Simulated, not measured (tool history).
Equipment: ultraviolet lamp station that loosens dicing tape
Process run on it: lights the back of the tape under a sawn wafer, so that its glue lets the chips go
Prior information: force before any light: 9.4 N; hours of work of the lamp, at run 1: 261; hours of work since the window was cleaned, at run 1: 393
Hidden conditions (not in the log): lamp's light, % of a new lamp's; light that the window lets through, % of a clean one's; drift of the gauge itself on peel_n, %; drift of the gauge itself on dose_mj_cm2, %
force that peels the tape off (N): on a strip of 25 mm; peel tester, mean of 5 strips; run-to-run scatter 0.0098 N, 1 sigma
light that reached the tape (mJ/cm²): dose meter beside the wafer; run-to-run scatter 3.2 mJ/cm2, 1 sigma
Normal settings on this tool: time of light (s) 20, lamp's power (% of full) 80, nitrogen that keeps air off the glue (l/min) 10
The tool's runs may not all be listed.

run   hour  time of light (s)  lamp's power (% of full)  nitrogen that keeps air off the glue (l/min)  hours of work of the lamp  hours of work since the window was cleaned  force that peels the tape off (N)  light that reached the tape (mJ/cm²)
  1    0.0                 20                        80                                            10                        261                                         393                              0.737                                   399
  2   14.4                 20                        80                                            10                        270                                         402                              0.774                                   398
  3   31.9                 20                        80                                            10                        282                                         414                              0.766                                   392
  4   46.2                 31                        80                                            10                        291                                         423                              0.258                                   606
  5   56.0                 20                        69                                            10                        297                                         429                              1.095                                   334
  6   72.5                 20                        92                                            10                        308                                         440                              0.556                                   447
      79.3  -- window cleaned of glue's vapour
  7   93.7                 20                        92                                            10                        322                                           9                              0.345                                   541
  8  102.4                 20                        71                                            10                        327                                          15                              0.698                                   415
  9  111.1                 20                        71                                            10                        333                                          21                              0.698                                   414
 10  124.2                 20                        80                                            10                        342                                          29                              0.551                                   467
 11  138.3                 20                        80                                            10                        351                                          39                              0.531                                   466
 12  158.2                 20                        80                                            10                        364                                          51                              0.547                                   458
 13  175.4                 20                        80                                            10                        375                                          63                              0.559                                   454
 14  188.2                 20                        80                                            10                        383                                          71                              0.555                                   453
 15  208.2                 35                        80                                            10                        396                                          84                              0.140                                   790
 16  220.3                 35                        80                                            10                        404                                          92                              0.146                                   776
 17  232.3                 20                        64                                            15                        412                                         100                              0.810                                   349
 18  251.2                 20                        64                                            15                        424                                         112                              0.885                                   351
 19  262.8                 20                        64                                            15                        432                                         120                              0.850                                   346
 20  273.1                 20                        80                                            12                        439                                         126                              0.543                                   436
 21  292.9                 36                        81                                            15                        452                                         139                              0.130                                   789
 22  304.4                 14                        81                                            15                        459                                         147                              1.180                                   304
 23  322.6                 20                        99                                            11                        471                                         159                              0.356                                   533
 24  341.1                 19                        87                                            14                        483                                         171                              0.527                                   441
 25  362.5                 20                        65                                             4                        497                                         185                              1.549                                   341
 26  383.4                 18                        66                                             8                        511                                         198                              1.394                                   313
 27  397.1                 30                        66                                             8                        520                                         207                              0.445                                   511
 28  412.9                 12                        65                                            10                        530                                         218                              2.537                                   201
 29  430.7                 35                        66                                            10                        542                                         229                              0.294                                   589
 30  449.8                 35                        66                                            10                        554                                         242                              0.283                                   587
 31  461.8                 25                        78                                             3                        562                                         250                              0.888                                   496
 32  482.8                 25                        78                                             3                        576                                         263                              0.877                                   477

The same runs without the tool's hidden state, with the same run-to-run variation:
run  force that peels the tape off (N)  light that reached the tape (mJ/cm²)
  1                              0.416                                   502
  2                              0.434                                   505
  3                              0.417                                   501
  4                              0.144                                   779
  5                              0.618                                   431
  6                              0.282                                   580
  7                              0.286                                   582
  8                              0.582                                   448
  9                              0.576                                   448
 10                              0.444                                   509
 11                              0.421                                   509
 12                              0.426                                   505
 13                              0.428                                   504
 14                              0.419                                   505
 15                              0.116                                   888
 16                              0.121                                   877
 17                              0.602                                   397
 18                              0.647                                   402
 19                              0.614                                   399
 20                              0.375                                   503
 21                              0.109                                   918
 22                              0.847                                   356
 23                              0.233                                   627
 24                              0.338                                   523
 25                              1.104                                   408
 26                              0.960                                   377
 27                              0.271                                   621
 28                              1.911                                   246
 29                              0.180                                   725
 30                              0.169                                   730
 31                              0.526                                   619
 32                              0.510                                   602
